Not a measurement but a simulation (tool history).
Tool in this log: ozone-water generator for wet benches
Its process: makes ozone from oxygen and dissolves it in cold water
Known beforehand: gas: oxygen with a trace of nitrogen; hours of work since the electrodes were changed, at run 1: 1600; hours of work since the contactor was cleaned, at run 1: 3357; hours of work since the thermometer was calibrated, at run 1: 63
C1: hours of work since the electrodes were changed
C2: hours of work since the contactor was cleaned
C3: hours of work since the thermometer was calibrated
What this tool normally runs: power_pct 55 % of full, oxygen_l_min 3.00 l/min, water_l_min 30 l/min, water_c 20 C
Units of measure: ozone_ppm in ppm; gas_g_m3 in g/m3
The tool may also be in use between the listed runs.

Run 1, day 0.000: usual settings; C1 1600; C2 3357; C3 63. Result: ozone_ppm 7.8 ppm, gas_g_m3 145.0 g/m3.
Run 2, day 1.817: usual settings; C1 1641; C2 3399; C3 105. Result: ozone_ppm 7.9 ppm, gas_g_m3 145.3 g/m3.
Run 3, day 3.533: usual settings; C1 1681; C2 3438; C3 145. Result: ozone_ppm 7.9 ppm, gas_g_m3 144.5 g/m3.
Run 4, day 4.867: usual settings; C1 1712; C2 3469; C3 175. Result: ozone_ppm 7.7 ppm, gas_g_m3 144.8 g/m3.
Run 5, day 6.775: usual settings; C1 1756; C2 3513; C3 219. Result: ozone_ppm 8.0 ppm, gas_g_m3 143.2 g/m3.
Run 6, day 8.283: usual settings; C1 1790; C2 3547; C3 254. Result: ozone_ppm 7.7 ppm, gas_g_m3 143.0 g/m3.
Run 7, day 10.054: usual settings; C1 1831; C2 3588; C3 295. Result: ozone_ppm 7.6 ppm, gas_g_m3 143.2 g/m3.
Run 8, day 11.650: usual settings; C1 1868; C2 3625; C3 331. Result: ozone_ppm 7.7 ppm, gas_g_m3 144.0 g/m3.
Run 9, day 12.704: usual settings; C1 1892; C2 3649; C3 356. Result: ozone_ppm 7.8 ppm, gas_g_m3 143.8 g/m3.
Run 10, day 14.375: usual settings but power_pct 95 % of full, oxygen_l_min 3.04 l/min, water_c 26 C; C1 1930; C2 3688; C3 394. Result: ozone_ppm 10.8 ppm, gas_g_m3 211.4 g/m3.
Run 11, day 16.283: usual settings but oxygen_l_min 4.73 l/min, water_l_min 46 l/min; C1 1974; C2 3732; C3 438. Result: ozone_ppm 5.3 ppm, gas_g_m3 110.0 g/m3.
Run 12, day 17.762: usual settings but power_pct 58 % of full, oxygen_l_min 4.29 l/min, water_c 17 C; C1 2008; C2 3766; C3 472. Result: ozone_ppm 8.7 ppm, gas_g_m3 121.1 g/m3.
Run 13, day 19.433: usual settings but water_l_min 40 l/min, water_c 14 C; C1 2047; C2 3804; C3 511. Result: ozone_ppm 5.7 ppm, gas_g_m3 143.9 g/m3.
Run 14, day 21.250: usual settings but water_l_min 40 l/min, water_c 14 C; C1 2089; C2 3846; C3 552. Result: ozone_ppm 5.5 ppm, gas_g_m3 143.7 g/m3.
Run 15, day 22.871: usual settings but power_pct 94 % of full, water_l_min 23 l/min, water_c 14 C; C1 2126; C2 3883; C3 590. Result: ozone_ppm 15.7 ppm, gas_g_m3 209.3 g/m3.

Had the tool no unlogged condition, and each run kept its random variation, what would the results have been?
What the log doesn't record here: yield of the discharge, % of new electrodes'; contactor's efficiency, % of a clean one's; true water temperature over the reading, C; drift of the gauge itself on ozone_ppm, %; drift of the gauge itself on gas_g_m3, %.
run  ozone_ppm  gas_g_m3
  1        8.7     151.4
  2        8.8     151.9
  3        8.9     151.2
  4        8.7     151.8
  5        9.0     150.3
  6        8.7     150.2
  7        8.7     150.7
  8        8.7     151.7
  9        8.8     151.6
 10       12.6     229.4
 11        6.1     116.3
 12        9.9     128.6
 13        6.6     152.5
 14        6.4     152.6
 15       18.4     229.4
